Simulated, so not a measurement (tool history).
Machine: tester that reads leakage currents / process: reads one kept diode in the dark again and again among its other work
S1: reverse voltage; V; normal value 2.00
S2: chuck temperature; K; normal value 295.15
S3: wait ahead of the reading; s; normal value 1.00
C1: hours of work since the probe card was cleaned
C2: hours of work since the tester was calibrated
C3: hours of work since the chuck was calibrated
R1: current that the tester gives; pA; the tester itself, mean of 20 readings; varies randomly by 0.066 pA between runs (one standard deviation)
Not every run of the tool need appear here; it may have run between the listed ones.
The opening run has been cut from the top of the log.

| run | hour | S1 | S2 | S3 | C1 | C2 | C3 | R1 |
|---|---|---|---|---|---|---|---|---|
| 2 | 115.6 | 2.00 | 295.15 | 6.68 | 3765 | 1697 | 925 | 18.37 |
| 3 | 263.1 | 17.67 | 295.15 | 6.68 | 3865 | 1796 | 1025 | 63.86 |
|  | 279.7 | probe card cleaned and baked |
| 4 | 389.4 | 17.67 | 295.15 | 6.68 | 74 | 1880 | 1109 | 47.38 |
| 5 | 474.8 | 17.67 | 295.15 | 6.68 | 132 | 1938 | 1166 | 47.95 |
| 6 | 572.8 | 17.67 | 293.15 | 6.68 | 199 | 2004 | 1233 | 40.99 |
|  | 628.0 | chuck's temperature calibrated |
| 7 | 647.2 | 2.00 | 296.15 | 1.00 | 248 | 2053 | 13 | 16.23 |
| 8 | 731.7 | 2.00 | 296.15 | 1.00 | 305 | 2111 | 70 | 16.53 |
| 9 | 874.8 | 2.00 | 296.15 | 1.00 | 402 | 2208 | 167 | 16.65 |
| 10 | 1006.2 | 2.00 | 295.15 | 1.00 | 491 | 2297 | 256 | 15.52 |
| 11 | 1149.1 | 2.00 | 295.15 | 1.00 | 588 | 2393 | 353 | 15.89 |
| 12 | 1261.5 | 2.00 | 295.15 | 1.00 | 664 | 2470 | 429 | 16.07 |
| 13 | 1337.9 | 2.00 | 295.15 | 1.00 | 716 | 2521 | 481 | 16.17 |
| 14 | 1448.9 | 2.00 | 295.15 | 1.00 | 791 | 2596 | 556 | 16.48 |
| 15 | 1532.5 | 2.00 | 295.15 | 1.00 | 847 | 2653 | 613 | 16.50 |
| 16 | 1642.8 | 2.00 | 295.15 | 1.00 | 922 | 2728 | 688 | 16.83 |
| 17 | 1754.6 | 2.00 | 295.15 | 1.00 | 998 | 2804 | 763 | 17.01 |
| 18 | 1862.0 | 2.00 | 295.15 | 1.00 | 1071 | 2876 | 836 | 17.31 |
|  | 1918.8 | tester calibrated |
| 19 | 1948.2 | 2.00 | 295.15 | 1.00 | 1128 | 20 | 893 | 17.09 |
| 20 | 2049.8 | 2.00 | 295.15 | 1.00 | 1197 | 89 | 962 | 17.28 |
| 21 | 2145.5 | 2.00 | 295.15 | 1.00 | 1261 | 154 | 1027 | 17.47 |

For run 22, what comes out?
| 22 | 2247.4 | 11.44 | 316.15 | 6.95 | 1330 | 223 | 1096 | ? |

Run 22 yielded R1 223.65 pA.
With no hidden state in the tool, this same run would have given R1 189.73 pA.

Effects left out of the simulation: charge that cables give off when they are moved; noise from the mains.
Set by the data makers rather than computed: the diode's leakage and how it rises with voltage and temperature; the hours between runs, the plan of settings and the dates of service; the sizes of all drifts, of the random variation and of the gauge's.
